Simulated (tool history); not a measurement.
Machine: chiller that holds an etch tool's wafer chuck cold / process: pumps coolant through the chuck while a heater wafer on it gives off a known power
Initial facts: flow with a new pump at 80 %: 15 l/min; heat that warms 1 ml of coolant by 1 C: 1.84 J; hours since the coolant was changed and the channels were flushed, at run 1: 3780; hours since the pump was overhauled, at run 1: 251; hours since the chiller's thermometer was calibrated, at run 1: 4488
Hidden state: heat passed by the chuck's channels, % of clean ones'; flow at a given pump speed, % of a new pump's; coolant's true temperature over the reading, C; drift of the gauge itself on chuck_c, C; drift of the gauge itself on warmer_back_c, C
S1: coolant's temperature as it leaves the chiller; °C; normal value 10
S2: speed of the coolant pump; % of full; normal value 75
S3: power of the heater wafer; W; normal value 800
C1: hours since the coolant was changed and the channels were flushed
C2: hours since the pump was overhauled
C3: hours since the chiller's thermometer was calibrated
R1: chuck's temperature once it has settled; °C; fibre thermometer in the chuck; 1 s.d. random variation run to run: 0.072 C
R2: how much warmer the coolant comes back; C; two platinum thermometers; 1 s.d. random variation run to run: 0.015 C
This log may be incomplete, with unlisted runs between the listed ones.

run   hour  S1  S2    S3    C1   C2    C3     R1    R2
  1    0.0  10  75   800  3780  251  4488  15.30  1.85
  2   93.0  10  75   800  3873  344  4581  15.32  1.87
  3  198.6  10  75   800  3979  449  4687  15.26  1.86
  4  273.8  10  86   800  4054  524  4762  14.53  1.58
  5  336.6  10  86   800  4117  587  4825  14.65  1.56
  6  394.4  10  86   800  4175  645  4883  14.67  1.55
  7  445.5   6  75  1138  4226  696  4934  13.56  2.61
     503.3  -- chiller's thermometer calibrated
  8  547.5  18  75   800  4327  797    44  23.26  1.79
  9  638.6  15  75   415  4418  888   135  17.72  0.89
 10  721.0  18  87   547  4500  971   218  21.08  1.02

How would selected steps in R2 from run to run divide? Give the signed amount a tool lacking its hidden state would still show from settings, what came in and random variation, and the signed amount left for the hidden state, including any gauge scatter that is not in both of the compared results.
Run 1 -> 2: no setting changed, nothing entered. R2 +0.02 C: hidden state -0.01, all else +0.03.
Run 6 -> 7: S1 10 -> 6, S2 86 -> 75, S3 800 -> 1138. R2 +1.06 C: hidden state -0.01, all else +1.07.
